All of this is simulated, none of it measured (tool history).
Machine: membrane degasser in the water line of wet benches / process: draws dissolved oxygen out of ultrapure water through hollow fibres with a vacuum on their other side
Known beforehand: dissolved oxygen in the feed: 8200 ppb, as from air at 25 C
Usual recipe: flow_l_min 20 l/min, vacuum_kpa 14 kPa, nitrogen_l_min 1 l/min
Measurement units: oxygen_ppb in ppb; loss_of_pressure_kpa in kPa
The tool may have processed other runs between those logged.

run	hour	flow_l_min	vacuum_kpa	nitrogen_l_min	oxygen_ppb	loss_of_pressure_kpa
1	0	20	14	1	524.3	31.01
2	120.3	20	9.7	1	346	31.3
3	232.3	20	9.7	1	346.2	30.95
4	428	20	9.7	1	348.7	31.31
5	612.2	20	8.4	1	293.4	31.04
6	740.9	26	14	1	693.4	40.81
7	910.7	26	14	1	701.8	41.04
8	1010.5	26	14	1	695.4	41.02
9	1173.1	28	14	1	761	44.2
# hour 1182.2: vacuum gauge calibrated
10	1363.1	20	14	1.69	353.2	31.4
11	1528.6	20	14	1.36	418.7	31.61

Run 12, settings as shown, results not yet in. Your forecast:
12	1664.9	18	8.9	0.53	?	?

oxygen_ppb: 425.2 ppb
loss_of_pressure_kpa: 28.33 kPa
If the tool had no hidden condition, the same run with the same run-to-run variation would have returned oxygen_ppb 403.4 ppb, loss_of_pressure_kpa 25.36 kPa.
